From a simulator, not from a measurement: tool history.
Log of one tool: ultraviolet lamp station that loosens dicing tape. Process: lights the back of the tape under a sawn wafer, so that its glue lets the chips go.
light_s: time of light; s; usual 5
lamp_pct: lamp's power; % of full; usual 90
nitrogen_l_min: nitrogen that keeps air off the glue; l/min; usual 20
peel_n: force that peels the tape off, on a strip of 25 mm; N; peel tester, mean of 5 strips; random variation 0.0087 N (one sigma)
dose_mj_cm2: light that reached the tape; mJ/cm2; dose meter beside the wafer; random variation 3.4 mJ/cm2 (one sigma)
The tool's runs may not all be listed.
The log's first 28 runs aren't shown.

| run | hour | light_s | lamp_pct | nitrogen_l_min | hours of work of the lamp | hours of work since the window was cleaned | peel_n | dose_mj_cm2 |
|---|---|---|---|---|---|---|---|---|
| 29 | 253.6 | 2 | 73 | 9 | 338 | 92 | 2.372 | 181 |
| 30 | 260.2 | 6 | 77 | 13 | 342 | 96 | 0.411 | 567 |
| 31 | 267.5 | 5 | 86 | 20 | 347 | 101 | 0.392 | 536 |
| 32 | 274.3 | 2 | 84 | 20 | 351 | 105 | 1.751 | 203 |
| 33 | 279.5 | 6 | 77 | 25 | 354 | 108 | 0.313 | 570 |
| 34 | 291.7 | 8 | 80 | 17 | 362 | 116 | 0.171 | 795 |
| 35 | 299.1 | 5 | 90 | 20 | 367 | 120 | 0.353 | 564 |
| 36 | 304.7 | 7 | 99 | 20 | 370 | 124 | 0.134 | 857 |
| 37 | 314.9 | 7 | 99 | 20 | 377 | 130 | 0.137 | 854 |
| 38 | 327.0 | 6 | 82 | 20 | 384 | 138 | 0.289 | 611 |
| 39 | 338.7 | 6 | 82 | 20 | 392 | 145 | 0.280 | 610 |
| 40 | 344.5 | 3 | 70 | 11 | 395 | 149 | 1.552 | 258 |
| 41 | 355.0 | 3 | 70 | 11 | 402 | 156 | 1.526 | 260 |
| 42 | 366.6 | 5 | 95 | 20 | 409 | 163 | 0.322 | 588 |
| 43 | 377.4 | 9 | 96 | 20 | 416 | 170 | 0.098 | 1065 |

4 ways to go on from here, each from the tool as it stands after run 43. What would each give?
| A | 385.1 | 9 | 76 | 34 | 421 | 175 | ? | ? |
| B | 385.1 | 5 | 61 | 30 | 421 | 175 | ? | ? |
| C | 385.1 | 9 | 90 | 20 | 421 | 175 | ? | ? |
| D | 385.1 | 9 | 85 | 20 | 421 | 175 | ? | ? |

| run | peel_n | dose_mj_cm2 |
|---|---|---|
| A | 0.126 | 849 |
| B | 0.686 | 377 |
| C | 0.101 | 1003 |
| D | 0.112 | 950 |
Without the tool's hidden state the same runs would have given:
| run | peel_n | dose_mj_cm2 |
|---|---|---|
| A | 0.126 | 851 |
| B | 0.684 | 378 |
| C | 0.100 | 1005 |
| D | 0.112 | 951 |
